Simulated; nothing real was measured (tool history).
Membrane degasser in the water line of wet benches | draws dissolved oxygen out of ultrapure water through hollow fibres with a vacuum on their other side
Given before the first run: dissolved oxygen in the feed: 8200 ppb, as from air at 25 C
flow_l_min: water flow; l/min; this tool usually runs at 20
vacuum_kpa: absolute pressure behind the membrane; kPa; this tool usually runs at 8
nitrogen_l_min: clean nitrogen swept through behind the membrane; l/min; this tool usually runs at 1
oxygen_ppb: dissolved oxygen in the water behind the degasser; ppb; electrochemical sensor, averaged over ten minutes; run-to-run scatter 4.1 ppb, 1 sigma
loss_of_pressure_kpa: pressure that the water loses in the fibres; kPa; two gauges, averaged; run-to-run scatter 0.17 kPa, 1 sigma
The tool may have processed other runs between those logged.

| run | hour | flow_l_min | vacuum_kpa | nitrogen_l_min | oxygen_ppb | loss_of_pressure_kpa |
|---|---|---|---|---|---|---|
| 1 | 0 | 20 | 8 | 1 | 408.1 | 29.96 |
| 2 | 300.2 | 20 | 8 | 1 | 408.6 | 30.08 |
| 3 | 452.9 | 20 | 8 | 1 | 415.6 | 30 |
| 4 | 764.3 | 20 | 8 | 1 | 412.9 | 30 |
| 5 | 928.7 | 20 | 8 | 1 | 421.7 | 29.87 |
| 6 | 1134.6 | 20 | 8 | 1 | 410.6 | 29.9 |
| 7 | 1342.2 | 20 | 8 | 1 | 414.6 | 29.87 |
| 8 | 1522.1 | 17 | 14.09 | 1 | 515 | 25.52 |
| 9 | 1739.3 | 17 | 14.09 | 1 | 516.8 | 25.68 |
| 10 | 2055 | 20 | 6.41 | 0.41 | 492.9 | 29.97 |
| 11 | 2288.7 | 20 | 6.41 | 0.41 | 499.8 | 30.05 |
| 12 | 2511.5 | 20 | 6.41 | 0.41 | 486.8 | 30.07 |
| 13 | 2641.8 | 12 | 17.35 | 1 | 417.9 | 18.15 |

Not shown here: 1 entry made in the log between runs. Locate each between two listed runs and compare the hidden state at the listed run before it with the hidden state at the listed run after it:
Between runs 7 and 8: vacuum gauge calibrated (hour 1502.6)
  the hidden state is the same at both runs
